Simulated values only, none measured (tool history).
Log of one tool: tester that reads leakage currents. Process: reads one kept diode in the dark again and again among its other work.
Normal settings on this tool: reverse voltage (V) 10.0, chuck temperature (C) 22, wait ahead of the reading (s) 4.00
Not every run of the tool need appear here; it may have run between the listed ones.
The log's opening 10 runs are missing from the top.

| run | day | reverse voltage (V) | chuck temperature (C) | wait ahead of the reading (s) | hours of work since the probe card was cleaned | hours of work since the tester was calibrated | hours of work since the chuck was calibrated | current that the tester gives (pA) |
|---|---|---|---|---|---|---|---|---|
| 11 | 15.233 | 10.0 | 22 | 4.00 | 2726 | 635 | 193 | 151.15 |
| 12 | 16.671 | 5.8 | 22 | 4.00 | 2749 | 658 | 216 | 114.21 |
| 13 | 18.408 | 10.0 | 27 | 4.00 | 2778 | 687 | 245 | 233.54 |
| 14 | 19.596 | 10.0 | 22 | 4.00 | 2797 | 706 | 264 | 151.53 |
| 15 | 20.750 | 10.0 | 22 | 4.00 | 2816 | 725 | 283 | 151.54 |
| 16 | 21.767 | 10.0 | 22 | 4.00 | 2833 | 741 | 300 | 150.96 |
| 17 | 23.904 | 10.0 | 22 | 4.00 | 2868 | 776 | 334 | 150.99 |
| 18 | 25.017 | 1.0 | 21 | 0.96 | 2886 | 795 | 353 | 42.67 |
| 19 | 26.288 | 1.1 | 56 | 2.46 | 2907 | 815 | 374 | 706.79 |
| 20 | 28.404 | 10.0 | 22 | 2.62 | 2941 | 850 | 408 | 152.03 |
| 21 | 29.438 | 10.0 | 22 | 2.62 | 2958 | 867 | 425 | 151.65 |
| 22 | 30.392 | 10.0 | 22 | 2.62 | 2974 | 883 | 441 | 152.02 |
| 23 | 31.271 | 5.1 | 24 | 1.55 | 2988 | 897 | 455 | 127.99 |
| 24 | 32.188 | 5.1 | 24 | 1.55 | 3003 | 912 | 470 | 127.52 |
| 25 | 33.983 | 1.4 | 50 | 9.16 | 3033 | 941 | 499 | 521.92 |

Run 26 is up next; what results do you expect?
| 26 | 35.162 | 2.8 | 22 | 3.82 | 3052 | 961 | 519 | ? |

current that the tester gives (pA): 78.53
With the hidden condition absent and the run-to-run variation left alone, this run would have shown current that the tester gives (pA) 78.48.
